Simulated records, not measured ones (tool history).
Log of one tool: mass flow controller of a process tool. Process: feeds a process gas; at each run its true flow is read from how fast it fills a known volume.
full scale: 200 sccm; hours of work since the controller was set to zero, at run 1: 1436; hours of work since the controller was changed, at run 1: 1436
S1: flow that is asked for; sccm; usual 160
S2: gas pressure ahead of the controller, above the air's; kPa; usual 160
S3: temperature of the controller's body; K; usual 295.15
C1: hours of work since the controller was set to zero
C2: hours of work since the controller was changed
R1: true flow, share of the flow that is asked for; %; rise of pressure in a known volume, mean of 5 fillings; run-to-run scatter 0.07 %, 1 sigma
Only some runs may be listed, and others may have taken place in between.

| run | hour | S1 | S2 | S3 | C1 | C2 | R1 |
|---|---|---|---|---|---|---|---|
| 1 | 0.0 | 160 | 160 | 295.15 | 1436 | 1436 | 98.95 |
| 2 | 70.5 | 38 | 160 | 295.15 | 1483 | 1483 | 97.51 |
| 3 | 113.9 | 38 | 160 | 295.15 | 1512 | 1512 | 97.41 |
| 4 | 186.2 | 38 | 160 | 295.15 | 1560 | 1560 | 97.61 |
| 5 | 262.7 | 38 | 160 | 299.15 | 1611 | 1611 | 97.87 |
| 6 | 295.6 | 38 | 160 | 299.15 | 1633 | 1633 | 97.85 |
| 7 | 370.2 | 38 | 160 | 299.15 | 1683 | 1683 | 97.89 |
| 8 | 431.7 | 38 | 160 | 299.15 | 1724 | 1724 | 97.78 |
| 9 | 481.4 | 160 | 273 | 295.15 | 1757 | 1757 | 99.06 |
| 10 | 523.2 | 160 | 160 | 295.15 | 1785 | 1785 | 98.79 |
| 11 | 573.8 | 160 | 160 | 295.15 | 1819 | 1819 | 98.76 |
| 12 | 641.4 | 160 | 160 | 295.15 | 1864 | 1864 | 98.88 |
| 13 | 697.3 | 25 | 145 | 300.15 | 1902 | 1902 | 97.25 |
| 14 | 729.7 | 50 | 145 | 300.15 | 1923 | 1923 | 98.09 |
|  | 735.5 | controller's zero set anew |
| 15 | 777.1 | 70 | 160 | 302.15 | 28 | 1955 | 98.47 |
| 16 | 857.7 | 70 | 160 | 302.15 | 82 | 2009 | 98.47 |
| 17 | 895.4 | 160 | 163 | 306.15 | 107 | 2034 | 99.86 |
| 18 | 956.9 | 46 | 235 | 306.15 | 148 | 2075 | 98.46 |
| 19 | 1004.0 | 41 | 272 | 295.15 | 179 | 2106 | 97.18 |
| 20 | 1079.6 | 173 | 156 | 295.15 | 230 | 2157 | 98.65 |
| 21 | 1116.5 | 160 | 250 | 295.15 | 255 | 2181 | 98.92 |
|  | 1167.5 | controller's zero set anew, once more |
| 22 | 1167.8 | 171 | 250 | 306.15 | 0 | 2215 | 100.52 |
| 23 | 1233.0 | 99 | 250 | 303.15 | 44 | 2259 | 99.54 |
| 24 | 1293.6 | 22 | 177 | 299.15 | 84 | 2299 | 97.97 |

Consider 3 possible next runs. They are alternatives, not a sequence: every one starts from the tool as it was left by run 24. What does each give?
| A | 1332.9 | 22 | 209 | 299.15 | 110 | 2326 | ? |
| B | 1332.9 | 142 | 149 | 299.15 | 110 | 2326 | ? |
| C | 1332.9 | 72 | 194 | 297.15 | 110 | 2326 | ? |

| run | R1 |
|---|---|
| A | 98.05 |
| B | 99.11 |
| C | 98.58 |
With no hidden state in the tool, these same runs would have given:
| run | R1 |
|---|---|
| A | 98.96 |
| B | 99.57 |
| C | 99.12 |
